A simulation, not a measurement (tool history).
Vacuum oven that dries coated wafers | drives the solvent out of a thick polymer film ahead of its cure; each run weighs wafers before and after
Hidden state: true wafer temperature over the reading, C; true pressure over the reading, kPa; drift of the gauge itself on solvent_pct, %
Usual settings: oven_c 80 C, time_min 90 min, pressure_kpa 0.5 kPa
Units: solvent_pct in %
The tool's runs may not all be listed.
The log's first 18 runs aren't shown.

run   hour  oven_c  time_min  pressure_kpa  hours of work since the thermocouples were calibrated  hours of work since the vacuum gauge was cleaned of residue  solvent_pct
 19  178.6      72       131         0.731                                                    546                                                          244         1.97
 20  189.3      75        80         0.983                                                    551                                                          249         3.26
 21  197.8      75       142         0.983                                                    556                                                          253         1.26
 22  208.8      83       142         1.675                                                    561                                                          259         0.91
 23  222.2      80        88         0.315                                                    568                                                          266          1.2
 24  231.8      72        94         0.576                                                    573                                                          271         3.07
 25  242.7      75        52         0.422                                                    578                                                          276         4.88
 26  252.8      82       143           0.5                                                    584                                                          281         0.36
 27    267      78        48          0.77                                                    591                                                          289         4.34
 28  275.9      77       101         1.047                                                    595                                                          293         1.71
 29  282.8      77       101         1.047                                                    599                                                          297          1.8
 30  294.2      75       108         1.047                                                    605                                                          302         2.05
 31  303.6      87       152         0.931                                                    609                                                          307         0.47
 32  316.1      87       152         0.931                                                    616                                                          313         0.35
 33  327.4      92        78           0.5                                                    621                                                          319         0.39
 34  334.2      92        78           0.5                                                    625                                                          323         0.35
 35    343      87       100         0.927                                                    629                                                          327         0.49

Forecast each of these 4 alternatives for the next run:
  A  353.4      81        60          1.17                                                    635                                                          332            ?
  B  353.4      80       117           0.5                                                    635                                                          332            ?
  C  353.4      88       159         0.491                                                    635                                                          332            ?
  D  353.4      74       128         1.224                                                    635                                                          332            ?

run  solvent_pct
  A         2.73
  B          0.7
  C         0.17
  D          1.9
Without the tool's hidden state the same runs would have given:
run  solvent_pct
  A         2.72
  B          0.7
  C         0.16
  D         1.89
